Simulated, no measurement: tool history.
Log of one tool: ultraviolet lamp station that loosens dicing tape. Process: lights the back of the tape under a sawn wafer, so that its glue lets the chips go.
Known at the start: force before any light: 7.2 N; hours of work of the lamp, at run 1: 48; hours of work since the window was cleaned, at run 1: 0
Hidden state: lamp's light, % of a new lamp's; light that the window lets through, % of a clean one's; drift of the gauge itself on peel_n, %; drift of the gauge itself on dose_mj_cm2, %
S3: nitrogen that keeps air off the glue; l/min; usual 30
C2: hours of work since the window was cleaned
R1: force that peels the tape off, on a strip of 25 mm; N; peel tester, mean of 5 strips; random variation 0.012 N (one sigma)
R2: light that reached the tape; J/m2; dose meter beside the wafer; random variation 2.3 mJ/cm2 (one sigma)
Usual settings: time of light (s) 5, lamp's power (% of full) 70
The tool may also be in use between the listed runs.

{"run": 1, "hour": 0.0, "time of light (s)": 5, "lamp's power (% of full)": 70, "S3": 30, "hours of work of the lamp": 48, "C2": 0, "R1": 0.59, "R2": 2200}
{"run": 2, "hour": 12.6, "time of light (s)": 5, "lamp's power (% of full)": 98, "S3": 30, "hours of work of the lamp": 56, "C2": 8, "R1": 0.264, "R2": 3050}
{"run": 3, "hour": 26.3, "time of light (s)": 5, "lamp's power (% of full)": 70, "S3": 25, "hours of work of the lamp": 65, "C2": 17, "R1": 0.676, "R2": 2190}
{"run": 4, "hour": 43.3, "time of light (s)": 5, "lamp's power (% of full)": 70, "S3": 25, "hours of work of the lamp": 75, "C2": 27, "R1": 0.695, "R2": 2170}
{"run": 5, "hour": 60.9, "time of light (s)": 5, "lamp's power (% of full)": 70, "S3": 25, "hours of work of the lamp": 87, "C2": 39, "R1": 0.696, "R2": 2170}
{"run": 6, "hour": 77.5, "time of light (s)": 5, "lamp's power (% of full)": 70, "S3": 38, "hours of work of the lamp": 97, "C2": 49, "R1": 0.522, "R2": 2160}
{"run": 7, "hour": 95.2, "time of light (s)": 5, "lamp's power (% of full)": 70, "S3": 38, "hours of work of the lamp": 108, "C2": 60, "R1": 0.517, "R2": 2140}
{"run": 8, "hour": 109.8, "time of light (s)": 5, "lamp's power (% of full)": 70, "S3": 38, "hours of work of the lamp": 118, "C2": 70, "R1": 0.497, "R2": 2090}
{"run": 9, "hour": 126.0, "time of light (s)": 5, "lamp's power (% of full)": 70, "S3": 38, "hours of work of the lamp": 128, "C2": 80, "R1": 0.52, "R2": 2140}
{"run": 10, "hour": 137.1, "time of light (s)": 5, "lamp's power (% of full)": 70, "S3": 26, "hours of work of the lamp": 135, "C2": 87, "R1": 0.731, "R2": 2120}
{"run": 11, "hour": 155.3, "time of light (s)": 5, "lamp's power (% of full)": 70, "S3": 26, "hours of work of the lamp": 146, "C2": 98, "R1": 0.726, "R2": 2110}
{"run": 12, "hour": 171.0, "time of light (s)": 5, "lamp's power (% of full)": 70, "S3": 26, "hours of work of the lamp": 156, "C2": 108, "R1": 0.725, "R2": 2060}
{"run": 13, "hour": 187.0, "time of light (s)": 5, "lamp's power (% of full)": 70, "S3": 26, "hours of work of the lamp": 166, "C2": 118, "R1": 0.762, "R2": 2080}
{"run": 14, "hour": 202.5, "time of light (s)": 5, "lamp's power (% of full)": 70, "S3": 30, "hours of work of the lamp": 176, "C2": 128, "R1": 0.672, "R2": 2080}
{"run": 15, "hour": 211.7, "time of light (s)": 5, "lamp's power (% of full)": 70, "S3": 30, "hours of work of the lamp": 182, "C2": 134, "R1": 0.67, "R2": 2030}
{"run": 16, "hour": 229.2, "time of light (s)": 5, "lamp's power (% of full)": 70, "S3": 30, "hours of work of the lamp": 193, "C2": 145, "R1": 0.681, "R2": 2040}
{"run": 17, "hour": 238.4, "time of light (s)": 5, "lamp's power (% of full)": 70, "S3": 30, "hours of work of the lamp": 199, "C2": 151, "R1": 0.637, "R2": 2030}
{"run": 18, "hour": 246.9, "time of light (s)": 5, "lamp's power (% of full)": 70, "S3": 30, "hours of work of the lamp": 204, "C2": 156, "R1": 0.675, "R2": 2030}
{"run": 19, "hour": 263.0, "time of light (s)": 5, "lamp's power (% of full)": 70, "S3": 55, "hours of work of the lamp": 215, "C2": 167, "R1": 0.439, "R2": 2050}
{"run": 20, "hour": 270.6, "time of light (s)": 5, "lamp's power (% of full)": 70, "S3": 13, "hours of work of the lamp": 219, "C2": 171, "R1": 1.271, "R2": 2000}
{"run": 21, "hour": 285.9, "time of light (s)": 5, "lamp's power (% of full)": 70, "S3": 13, "hours of work of the lamp": 229, "C2": 181, "R1": 1.401, "R2": 2010}
{"run": 22, "hour": 297.0, "time of light (s)": 5, "lamp's power (% of full)": 70, "S3": 13, "hours of work of the lamp": 236, "C2": 188, "R1": 1.365, "R2": 2020}
{"run": 23, "hour": 305.6, "time of light (s)": 9, "lamp's power (% of full)": 76, "S3": 13, "hours of work of the lamp": 241, "C2": 194, "R1": 0.356, "R2": 3920}
{"run": 24, "hour": 320.0, "time of light (s)": 10, "lamp's power (% of full)": 78, "S3": 13, "hours of work of the lamp": 251, "C2": 203, "R1": 0.274, "R2": 4520}
{"run": 25, "hour": 334.0, "time of light (s)": 10, "lamp's power (% of full)": 78, "S3": 13, "hours of work of the lamp": 260, "C2": 212, "R1": 0.282, "R2": 4450}
{"run": 26, "hour": 343.0, "time of light (s)": 5, "lamp's power (% of full)": 86, "S3": 22, "hours of work of the lamp": 265, "C2": 217, "R1": 0.615, "R2": 2430}
{"run": 27, "hour": 352.5, "time of light (s)": 5, "lamp's power (% of full)": 71, "S3": 10, "hours of work of the lamp": 271, "C2": 223, "R1": 1.665, "R2": 2010}
{"run": 28, "hour": 368.5, "time of light (s)": 7, "lamp's power (% of full)": 92, "S3": 20, "hours of work of the lamp": 281, "C2": 233, "R1": 0.281, "R2": 3560}
{"run": 29, "hour": 384.4, "time of light (s)": 6, "lamp's power (% of full)": 71, "S3": 39, "hours of work of the lamp": 291, "C2": 243, "R1": 0.407, "R2": 2370}
{"run": 30, "hour": 402.8, "time of light (s)": 2, "lamp's power (% of full)": 70, "S3": 44, "hours of work of the lamp": 303, "C2": 255, "R1": 2.459, "R2": 770}
{"run": 31, "hour": 417.6, "time of light (s)": 8, "lamp's power (% of full)": 98, "S3": 53, "hours of work of the lamp": 312, "C2": 264, "R1": 0.13, "R2": 4370}
{"run": 32, "hour": 434.0, "time of light (s)": 7, "lamp's power (% of full)": 98, "S3": 59, "hours of work of the lamp": 323, "C2": 275, "R1": 0.141, "R2": 3770}
{"run": 33, "hour": 447.7, "time of light (s)": 7, "lamp's power (% of full)": 70, "S3": 14, "hours of work of the lamp": 331, "C2": 284, "R1": 0.77, "R2": 2660}
{"run": 34, "hour": 462.0, "time of light (s)": 2, "lamp's power (% of full)": 70, "S3": 54, "hours of work of the lamp": 341, "C2": 293, "R1": 2.289, "R2": 760}
{"run": 35, "hour": 472.9, "time of light (s)": 3, "lamp's power (% of full)": 72, "S3": 23, "hours of work of the lamp": 347, "C2": 300, "R1": 1.997, "R2": 1190}
{"run": 36, "hour": 486.4, "time of light (s)": 5, "lamp's power (% of full)": 70, "S3": 16, "hours of work of the lamp": 356, "C2": 308, "R1": 1.24, "R2": 1900}
{"run": 37, "hour": 502.9, "time of light (s)": 3, "lamp's power (% of full)": 78, "S3": 30, "hours of work of the lamp": 367, "C2": 319, "R1": 1.616, "R2": 1270}
{"run": 38, "hour": 515.0, "time of light (s)": 5, "lamp's power (% of full)": 76, "S3": 30, "hours of work of the lamp": 374, "C2": 326, "R1": 0.696, "R2": 2010}
{"run": 39, "hour": 523.1, "time of light (s)": 5, "lamp's power (% of full)": 76, "S3": 30, "hours of work of the lamp": 379, "C2": 331, "R1": 0.691, "R2": 2010}
{"run": 40, "hour": 532.1, "time of light (s)": 5, "lamp's power (% of full)": 76, "S3": 30, "hours of work of the lamp": 385, "C2": 337, "R1": 0.686, "R2": 2030}
{"run": 41, "hour": 548.2, "time of light (s)": 5, "lamp's power (% of full)": 86, "S3": 12, "hours of work of the lamp": 395, "C2": 347, "R1": 1.133, "R2": 2330}
{"run": 42, "hour": 562.5, "time of light (s)": 7, "lamp's power (% of full)": 63, "S3": 43, "hours of work of the lamp": 404, "C2": 356, "R1": 0.378, "R2": 2300}
{"run": 43, "hour": 578.7, "time of light (s)": 7, "lamp's power (% of full)": 63, "S3": 43, "hours of work of the lamp": 415, "C2": 367, "R1": 0.386, "R2": 2290}
{"run": 44, "hour": 597.0, "time of light (s)": 7, "lamp's power (% of full)": 63, "S3": 43, "hours of work of the lamp": 426, "C2": 378, "R1": 0.385, "R2": 2270}

4 ways to go on from here, each from the tool as it stands after run 44. What would each give?
{"run": "A", "hour": 612.8, "time of light (s)": 9, "lamp's power (% of full)": 63, "S3": 27, "hours of work of the lamp": 436, "C2": 388, "R1": "?", "R2": "?"}
{"run": "B", "hour": 612.8, "time of light (s)": 7, "lamp's power (% of full)": 77, "S3": 37, "hours of work of the lamp": 436, "C2": 388, "R1": "?", "R2": "?"}
{"run": "C", "hour": 612.8, "time of light (s)": 3, "lamp's power (% of full)": 99, "S3": 24, "hours of work of the lamp": 436, "C2": 388, "R1": "?", "R2": "?"}
{"run": "D", "hour": 612.8, "time of light (s)": 8, "lamp's power (% of full)": 70, "S3": 55, "hours of work of the lamp": 436, "C2": 388, "R1": "?", "R2": "?"}

run=A R1=0.335 R2=2900
run=B R1=0.277 R2=2780
run=C R1=1.308 R2=1510
run=D R1=0.205 R2=2890
Without the tool's hidden state the same runs would have given:
run=A R1=0.215 R2=3600
run=B R1=0.181 R2=3450
run=C R1=0.9 R2=1880
run=D R1=0.151 R2=3590
